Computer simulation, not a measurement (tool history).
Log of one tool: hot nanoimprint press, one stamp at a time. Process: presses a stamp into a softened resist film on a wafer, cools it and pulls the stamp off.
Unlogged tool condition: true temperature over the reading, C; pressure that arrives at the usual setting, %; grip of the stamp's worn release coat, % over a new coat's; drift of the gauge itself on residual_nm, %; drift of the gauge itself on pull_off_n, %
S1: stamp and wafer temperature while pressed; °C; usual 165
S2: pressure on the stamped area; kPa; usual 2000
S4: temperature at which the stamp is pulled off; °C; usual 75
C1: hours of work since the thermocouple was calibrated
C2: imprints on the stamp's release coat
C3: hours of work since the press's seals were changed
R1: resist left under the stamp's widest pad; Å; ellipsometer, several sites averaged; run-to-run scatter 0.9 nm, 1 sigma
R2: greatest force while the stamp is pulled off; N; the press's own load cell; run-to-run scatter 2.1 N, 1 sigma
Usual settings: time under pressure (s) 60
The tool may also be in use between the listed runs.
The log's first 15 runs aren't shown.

run 16 hour=688.2 | S1=165 S2=1410 time_under_pressure_(s)=60 S4=75 | C1=55 C2=615 C3=176 | R1=1564 R2=131
run 17 hour=746.8 | S1=165 S2=1410 time_under_pressure_(s)=60 S4=75 | C1=79 C2=701 C3=199 | R1=1566 R2=133
run 18 hour=788.0 | S1=176 S2=1340 time_under_pressure_(s)=61 S4=75 | C1=95 C2=762 C3=216 | R1=906 R2=128
run 19 hour=829.6 | S1=167 S2=2810 time_under_pressure_(s)=71 S4=72 | C1=112 C2=823 C3=233 | R1=985 R2=147
-- hour=858.3 plate thermocouple calibrated, once more
run 20 hour=870.4 | S1=167 S2=2810 time_under_pressure_(s)=71 S4=72 | C1=5 C2=878 C3=248 | R1=877 R2=140
run 21 hour=918.4 | S1=165 S2=2000 time_under_pressure_(s)=60 S4=64 | C1=24 C2=949 C3=268 | R1=1261 R2=177
run 22 hour=946.5 | S1=165 S2=2190 time_under_pressure_(s)=60 S4=64 | C1=36 C2=990 C3=279 | R1=1210 R2=177
run 23 hour=1011.0 | S1=165 S2=2190 time_under_pressure_(s)=60 S4=64 | C1=62 C2=1085 C3=305 | R1=1233 R2=182
-- hour=1034.6 stamp cleaned and given a new release coat
run 24 hour=1073.9 | S1=165 S2=2000 time_under_pressure_(s)=60 S4=76 | C1=85 C2=58 C3=328 | R1=1275 R2=109
run 25 hour=1103.7 | S1=160 S2=2530 time_under_pressure_(s)=56 S4=79 | C1=97 C2=102 C3=340 | R1=1581 R2=99
run 26 hour=1169.6 | S1=170 S2=2080 time_under_pressure_(s)=37 S4=75 | C1=124 C2=199 C3=367 | R1=1182 R2=114

Estimate the outcome of run 27 from the log above:
run 27 hour=1220.5 | S1=157 S2=2080 time_under_pressure_(s)=37 S4=80 | C1=144 C2=274 C3=387 | R1=? R2=?

Run 27 yielded R1 2294 Å, R2 100 N.
The same run, on a tool lacking any hidden state, would have yielded R1 2228 Å, R2 92 N.
